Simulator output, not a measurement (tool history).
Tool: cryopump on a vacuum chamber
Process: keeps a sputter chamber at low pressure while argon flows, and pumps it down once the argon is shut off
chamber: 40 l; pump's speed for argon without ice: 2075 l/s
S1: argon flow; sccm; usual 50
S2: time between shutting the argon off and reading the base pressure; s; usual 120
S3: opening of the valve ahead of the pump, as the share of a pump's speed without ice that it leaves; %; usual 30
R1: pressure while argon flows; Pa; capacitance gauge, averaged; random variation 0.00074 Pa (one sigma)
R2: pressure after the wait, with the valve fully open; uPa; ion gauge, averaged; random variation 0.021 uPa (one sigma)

{"run": 1, "hour": 0.0, "S1": 50, "S2": 120, "S3": 30, "R1": 0.1388, "R2": 0.85}
{"run": 2, "hour": 29.4, "S1": 24, "S2": 120, "S3": 30, "R1": 0.0671, "R2": 0.86}
{"run": 3, "hour": 66.2, "S1": 27, "S2": 120, "S3": 30, "R1": 0.0752, "R2": 0.83}
{"run": 4, "hour": 99.4, "S1": 50, "S2": 39, "S3": 30, "R1": 0.1393, "R2": 1.39}
{"run": 5, "hour": 121.4, "S1": 50, "S2": 39, "S3": 30, "R1": 0.1398, "R2": 1.42}
{"run": 6, "hour": 172.2, "S1": 35, "S2": 120, "S3": 30, "R1": 0.0982, "R2": 0.93}
{"run": 7, "hour": 205.0, "S1": 35, "S2": 120, "S3": 30, "R1": 0.0983, "R2": 0.94}
{"run": 8, "hour": 245.6, "S1": 23, "S2": 120, "S3": 30, "R1": 0.0647, "R2": 0.97}
{"run": 9, "hour": 290.7, "S1": 23, "S2": 120, "S3": 30, "R1": 0.0656, "R2": 0.95}
{"run": 10, "hour": 341.0, "S1": 23, "S2": 120, "S3": 30, "R1": 0.0643, "R2": 1.01}
{"run": 11, "hour": 369.4, "S1": 50, "S2": 46, "S3": 30, "R1": 0.1419, "R2": 1.36}
{"run": 12, "hour": 418.5, "S1": 47, "S2": 46, "S3": 30, "R1": 0.1352, "R2": 1.45}
{"run": 13, "hour": 450.9, "S1": 47, "S2": 46, "S3": 30, "R1": 0.1342, "R2": 1.39}
{"run": 14, "hour": 474.3, "S1": 47, "S2": 46, "S3": 30, "R1": 0.1339, "R2": 1.46}
{"run": 15, "hour": 522.8, "S1": 41, "S2": 59, "S3": 16, "R1": 0.214, "R2": 1.38}
{"run": 16, "hour": 576.7, "S1": 41, "S2": 59, "S3": 52, "R1": 0.0715, "R2": 1.32}
{"run": 17, "hour": 616.7, "S1": 50, "S2": 187, "S3": 33, "R1": 0.1331, "R2": 1.09}
{"run": 18, "hour": 646.0, "S1": 83, "S2": 87, "S3": 20, "R1": 0.3523, "R2": 1.26}
{"run": 19, "hour": 683.6, "S1": 50, "S2": 226, "S3": 29, "R1": 0.1499, "R2": 1.04}
{"run": 20, "hour": 716.2, "S1": 23, "S2": 174, "S3": 29, "R1": 0.0686, "R2": 1.17}
{"run": 21, "hour": 751.9, "S1": 24, "S2": 22, "S3": 52, "R1": 0.0426, "R2": 2.3}
{"run": 22, "hour": 781.0, "S1": 93, "S2": 34, "S3": 52, "R1": 0.1667, "R2": 1.88}
{"run": 23, "hour": 807.4, "S1": 50, "S2": 234, "S3": 16, "R1": 0.2666, "R2": 1.18}
{"run": 24, "hour": 836.6, "S1": 76, "S2": 252, "S3": 55, "R1": 0.1304, "R2": 1.15}
{"run": 25, "hour": 866.8, "S1": 32, "S2": 252, "S3": 55, "R1": 0.054, "R2": 1.17}
{"run": 26, "hour": 900.7, "S1": 88, "S2": 89, "S3": 30, "R1": 0.2619, "R2": 1.36}
{"run": 27, "hour": 946.3, "S1": 88, "S2": 89, "S3": 30, "R1": 0.2623, "R2": 1.43}

3 ways to go on from here, each from the tool as it stands after run 27. What would each give?
{"run": "A", "hour": 977.8, "S1": 22, "S2": 117, "S3": 16, "R1": "?", "R2": "?"}
{"run": "B", "hour": 977.8, "S1": 39, "S2": 27, "S3": 30, "R1": "?", "R2": "?"}
{"run": "C", "hour": 977.8, "S1": 50, "S2": 70, "S3": 30, "R1": "?", "R2": "?"}

run=A R1=0.1179 R2=1.37
run=B R1=0.1152 R2=2.24
run=C R1=0.1496 R2=1.58
Without the tool's hidden state the same runs would have given:
run=A R1=0.1121 R2=0.39
run=B R1=0.105 R2=1.22
run=C R1=0.1364 R2=0.57
